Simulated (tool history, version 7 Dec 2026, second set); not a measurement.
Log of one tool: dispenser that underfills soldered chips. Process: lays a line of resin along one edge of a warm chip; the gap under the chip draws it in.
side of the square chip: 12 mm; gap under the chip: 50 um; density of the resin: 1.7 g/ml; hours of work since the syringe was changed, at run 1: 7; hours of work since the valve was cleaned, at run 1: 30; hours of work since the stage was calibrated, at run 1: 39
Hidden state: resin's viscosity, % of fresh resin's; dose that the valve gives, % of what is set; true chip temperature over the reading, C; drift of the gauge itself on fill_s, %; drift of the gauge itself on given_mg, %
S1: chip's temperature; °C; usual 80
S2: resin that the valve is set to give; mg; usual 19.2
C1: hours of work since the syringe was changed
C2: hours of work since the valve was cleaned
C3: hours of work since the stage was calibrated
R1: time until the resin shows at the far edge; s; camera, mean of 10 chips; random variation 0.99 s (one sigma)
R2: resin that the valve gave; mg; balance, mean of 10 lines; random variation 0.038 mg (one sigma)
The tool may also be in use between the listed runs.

run	day	S1	S2	C1	C2	C3	R1	R2
1	0.000	80	19.2	7	30	39	125.8	19.10
2	0.208	80	19.2	10	33	42	139.9	19.00
# day 0.350: new syringe of resin
3	0.371	80	19.2	0	36	45	93.9	19.01
4	0.471	80	19.2	2	37	46	98.8	18.97
5	0.567	80	19.2	3	39	47	104.0	19.01
6	0.721	80	19.2	5	41	50	113.0	19.05
# day 0.817: dispensing valve cleaned and set on the balance
7	0.946	80	24.7	8	2	52	124.5	24.56
8	1.162	80	24.7	11	5	56	142.2	24.52
# day 1.225: new syringe of resin
9	1.288	80	24.7	1	7	57	93.7	24.55
10	1.404	72	19.2	3	8	59	137.6	19.04
11	1.512	72	19.2	4	10	60	148.6	19.09
12	1.683	72	19.2	7	13	63	162.1	19.01
13	1.804	72	19.2	8	14	65	174.6	19.02
14	2.004	72	19.2	11	17	68	201.7	19.03
# day 2.054: new syringe of resin
15	2.225	80	19.2	3	20	71	101.9	18.94
16	2.354	93	17.4	4	22	73	71.3	17.13
17	2.500	81	19.2	6	24	75	117.6	18.96
18	2.688	86	20.9	9	27	78	106.8	20.63
# day 2.875: new syringe of resin
19	2.896	76	25.0	0	30	80	106.2	24.60
20	2.988	87	17.1	2	31	82	78.5	16.83
21	3.138	90	23.4	4	33	84	76.0	23.08
22	3.317	80	16.7	6	36	87	124.9	16.45
23	3.467	80	19.2	9	38	89	132.1	18.91
24	3.579	74	22.7	10	40	90	172.8	22.19
# day 3.700: new syringe of resin
# day 3.742: dispensing valve cleaned and set on the balance
25	3.750	74	22.7	0	0	92	116.1	22.57
26	3.883	74	22.7	2	2	94	125.4	22.70
27	3.983	74	22.7	4	4	96	133.9	22.68
28	4.200	74	22.7	7	7	99	149.7	22.64
29	4.354	74	22.7	9	9	101	164.3	22.59

Forecast each of these 5 alternatives for the next run:
# day 4.567: new syringe of resin
A	4.571	87	22.7	0	12	104	?	?
# day 4.567: new syringe of resin
B	4.571	80	25.0	0	12	104	?	?
# day 4.567: new syringe of resin
C	4.571	67	22.7	0	12	104	?	?
# day 4.567: new syringe of resin
D	4.571	80	18.1	0	12	104	?	?
# day 4.567: new syringe of resin
E	4.571	68	16.5	0	12	104	?	?

run	R1	R2
A	71.7	22.60
B	91.8	24.90
C	148.1	22.65
D	95.1	18.06
E	148.6	16.36
Without the tool's hidden state the same runs would have given:
run	R1	R2
A	73.5	22.70
B	94.1	25.01
C	152.2	22.75
D	97.5	18.13
E	152.6	16.43
